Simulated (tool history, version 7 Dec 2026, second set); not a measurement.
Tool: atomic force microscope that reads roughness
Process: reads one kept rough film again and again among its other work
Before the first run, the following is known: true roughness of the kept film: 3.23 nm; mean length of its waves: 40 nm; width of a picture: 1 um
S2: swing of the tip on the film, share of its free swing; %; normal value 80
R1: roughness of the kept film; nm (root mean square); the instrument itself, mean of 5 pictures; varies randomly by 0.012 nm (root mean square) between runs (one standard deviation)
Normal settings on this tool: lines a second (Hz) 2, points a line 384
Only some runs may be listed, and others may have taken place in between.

{"run": 1, "hour": 0.0, "lines a second (Hz)": 2, "S2": 80, "points a line": 384, "R1": 2.904}
{"run": 2, "hour": 25.7, "lines a second (Hz)": 2, "S2": 80, "points a line": 384, "R1": 2.901}
{"run": 3, "hour": 53.2, "lines a second (Hz)": 2, "S2": 80, "points a line": 384, "R1": 2.904}
{"hour": 80.1, "done": "new tip fitted"}
{"run": 4, "hour": 82.6, "lines a second (Hz)": 2, "S2": 80, "points a line": 384, "R1": 2.901}
{"run": 5, "hour": 102.7, "lines a second (Hz)": 2, "S2": 80, "points a line": 384, "R1": 2.897}
{"run": 6, "hour": 116.2, "lines a second (Hz)": 2, "S2": 80, "points a line": 384, "R1": 2.916}
{"run": 7, "hour": 135.7, "lines a second (Hz)": 2, "S2": 80, "points a line": 384, "R1": 2.92}
{"run": 8, "hour": 156.4, "lines a second (Hz)": 2, "S2": 80, "points a line": 384, "R1": 2.91}
{"run": 9, "hour": 186.1, "lines a second (Hz)": 2, "S2": 79, "points a line": 384, "R1": 2.906}
{"hour": 214.6, "done": "new tip fitted"}
{"run": 10, "hour": 214.6, "lines a second (Hz)": 2, "S2": 79, "points a line": 384, "R1": 2.904}
{"run": 11, "hour": 230.4, "lines a second (Hz)": 2, "S2": 80, "points a line": 384, "R1": 2.912}
{"run": 12, "hour": 261.2, "lines a second (Hz)": 2.64, "S2": 80, "points a line": 384, "R1": 2.859}
{"run": 13, "hour": 278.8, "lines a second (Hz)": 2.64, "S2": 80, "points a line": 384, "R1": 2.837}
{"run": 14, "hour": 306.6, "lines a second (Hz)": 2.64, "S2": 80, "points a line": 384, "R1": 2.848}
{"run": 15, "hour": 319.3, "lines a second (Hz)": 0.76, "S2": 80, "points a line": 384, "R1": 3.025}
{"run": 16, "hour": 336.7, "lines a second (Hz)": 2.52, "S2": 87, "points a line": 384, "R1": 2.778}
{"hour": 349.1, "done": "new tip fitted"}
{"run": 17, "hour": 368.0, "lines a second (Hz)": 2.52, "S2": 87, "points a line": 384, "R1": 2.787}
{"run": 18, "hour": 383.2, "lines a second (Hz)": 2.52, "S2": 68, "points a line": 384, "R1": 2.965}
{"run": 19, "hour": 402.7, "lines a second (Hz)": 2.52, "S2": 68, "points a line": 384, "R1": 2.954}
{"run": 20, "hour": 418.2, "lines a second (Hz)": 2.52, "S2": 68, "points a line": 384, "R1": 2.956}
{"run": 21, "hour": 433.5, "lines a second (Hz)": 1.91, "S2": 71, "points a line": 687, "R1": 2.976}
{"run": 22, "hour": 451.0, "lines a second (Hz)": 1.91, "S2": 71, "points a line": 687, "R1": 3.004}
{"run": 23, "hour": 478.5, "lines a second (Hz)": 1.31, "S2": 60, "points a line": 384, "R1": 3.058}
{"hour": 484.1, "done": "new tip fitted"}
{"run": 24, "hour": 504.1, "lines a second (Hz)": 0.93, "S2": 75, "points a line": 384, "R1": 3.001}
{"run": 25, "hour": 534.0, "lines a second (Hz)": 1.68, "S2": 63, "points a line": 382, "R1": 3.041}
{"run": 26, "hour": 563.7, "lines a second (Hz)": 2.32, "S2": 73, "points a line": 382, "R1": 2.914}

Branching from run 26: 3 alternative next runs. What would each branch give?
{"run": "A", "hour": 594.9, "lines a second (Hz)": 2, "S2": 79, "points a line": 384, "R1": "?"}
{"run": "B", "hour": 594.9, "lines a second (Hz)": 2.63, "S2": 61, "points a line": 554, "R1": "?"}
{"run": "C", "hour": 594.9, "lines a second (Hz)": 2.32, "S2": 72, "points a line": 382, "R1": "?"}

run=A R1=2.899
run=B R1=2.992
run=C R1=2.947
The same runs, with their run-to-run variation unchanged, on a tool lacking any hidden condition would have given:
run=A R1=2.907
run=B R1=3.001
run=C R1=2.955
